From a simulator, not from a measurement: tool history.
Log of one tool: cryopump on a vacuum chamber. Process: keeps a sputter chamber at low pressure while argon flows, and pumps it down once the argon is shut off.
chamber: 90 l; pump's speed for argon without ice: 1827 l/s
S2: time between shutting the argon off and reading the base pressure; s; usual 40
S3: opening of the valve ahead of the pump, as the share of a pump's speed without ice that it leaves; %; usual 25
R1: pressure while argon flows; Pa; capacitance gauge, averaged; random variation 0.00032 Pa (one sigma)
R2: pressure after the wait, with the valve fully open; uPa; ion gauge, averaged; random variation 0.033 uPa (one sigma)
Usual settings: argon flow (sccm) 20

run 1 hour=0.0 | argon_flow_(sccm)=20 S2=40 S3=25 | R1=0.0741 R2=2.31
run 2 hour=19.1 | argon_flow_(sccm)=20 S2=40 S3=25 | R1=0.0740 R2=2.31
run 3 hour=42.2 | argon_flow_(sccm)=39 S2=40 S3=25 | R1=0.1448 R2=2.44
run 4 hour=74.6 | argon_flow_(sccm)=15 S2=40 S3=25 | R1=0.0554 R2=2.31
run 5 hour=91.8 | argon_flow_(sccm)=15 S2=40 S3=25 | R1=0.0567 R2=2.34
run 6 hour=118.4 | argon_flow_(sccm)=15 S2=40 S3=25 | R1=0.0556 R2=2.43
run 7 hour=137.9 | argon_flow_(sccm)=20 S2=40 S3=25 | R1=0.0745 R2=2.42
run 8 hour=168.3 | argon_flow_(sccm)=20 S2=40 S3=25 | R1=0.0745 R2=2.40
run 9 hour=197.0 | argon_flow_(sccm)=20 S2=40 S3=25 | R1=0.0748 R2=2.44
run 10 hour=217.2 | argon_flow_(sccm)=20 S2=40 S3=28 | R1=0.0671 R2=2.43
run 11 hour=247.8 | argon_flow_(sccm)=20 S2=40 S3=28 | R1=0.0672 R2=2.47
run 12 hour=270.9 | argon_flow_(sccm)=20 S2=40 S3=28 | R1=0.0672 R2=2.44
run 13 hour=299.8 | argon_flow_(sccm)=20 S2=40 S3=28 | R1=0.0670 R2=2.53
run 14 hour=315.1 | argon_flow_(sccm)=39 S2=226 S3=39 | R1=0.0943 R2=1.16
run 15 hour=329.6 | argon_flow_(sccm)=12 S2=289 S3=39 | R1=0.0287 R2=1.07
run 16 hour=358.2 | argon_flow_(sccm)=21 S2=289 S3=54 | R1=0.0373 R2=1.07
run 17 hour=387.7 | argon_flow_(sccm)=21 S2=289 S3=54 | R1=0.0374 R2=1.08
run 18 hour=411.9 | argon_flow_(sccm)=20 S2=39 S3=25 | R1=0.0754 R2=2.46
run 19 hour=431.1 | argon_flow_(sccm)=22 S2=40 S3=43 | R1=0.0485 R2=2.49
run 20 hour=459.6 | argon_flow_(sccm)=11 S2=83 S3=22 | R1=0.0466 R2=1.66
run 21 hour=490.7 | argon_flow_(sccm)=17 S2=65 S3=60 | R1=0.0272 R2=1.95
run 22 hour=522.4 | argon_flow_(sccm)=17 S2=65 S3=60 | R1=0.0271 R2=1.89
run 23 hour=554.7 | argon_flow_(sccm)=21 S2=53 S3=25 | R1=0.0800 R2=2.15
run 24 hour=578.2 | argon_flow_(sccm)=24 S2=80 S3=23 | R1=0.0985 R2=1.75
run 25 hour=609.4 | argon_flow_(sccm)=20 S2=40 S3=20 | R1=0.0943 R2=2.52
run 26 hour=629.6 | argon_flow_(sccm)=20 S2=27 S3=16 | R1=0.1170 R2=3.45

Hidden state or all else? Some run-to-run changes of R1, split into what the settings, what came in and random variation would give without the hidden state, and what is left for the hidden state (with any gauge scatter that isn't in both results):
The hidden state here: pump's speed, % of a pump's without ice; cold plate's temperature, K; leak into the chamber, uPa l/s; drift of the gauge itself on working_pa, %; drift of the gauge itself on base_upa, %.
Run 2 -> 3: argon flow (sccm) 20 -> 39. R1 +0.0708 Pa: hidden state +0.0003, all else +0.0705.
Run 3 -> 4: argon flow (sccm) 39 -> 15. R1 -0.0894 Pa: hidden state -0.0003, all else -0.0891.
Run 13 -> 14: argon flow (sccm) 20 -> 39, S2 40 -> 226, S3 28 -> 39. R1 +0.0273 Pa: hidden state +0.0009, all else +0.0264.
Run 14 -> 15: argon flow (sccm) 39 -> 12, S2 226 -> 289. R1 -0.0656 Pa: hidden state -0.0012, all else -0.0644.

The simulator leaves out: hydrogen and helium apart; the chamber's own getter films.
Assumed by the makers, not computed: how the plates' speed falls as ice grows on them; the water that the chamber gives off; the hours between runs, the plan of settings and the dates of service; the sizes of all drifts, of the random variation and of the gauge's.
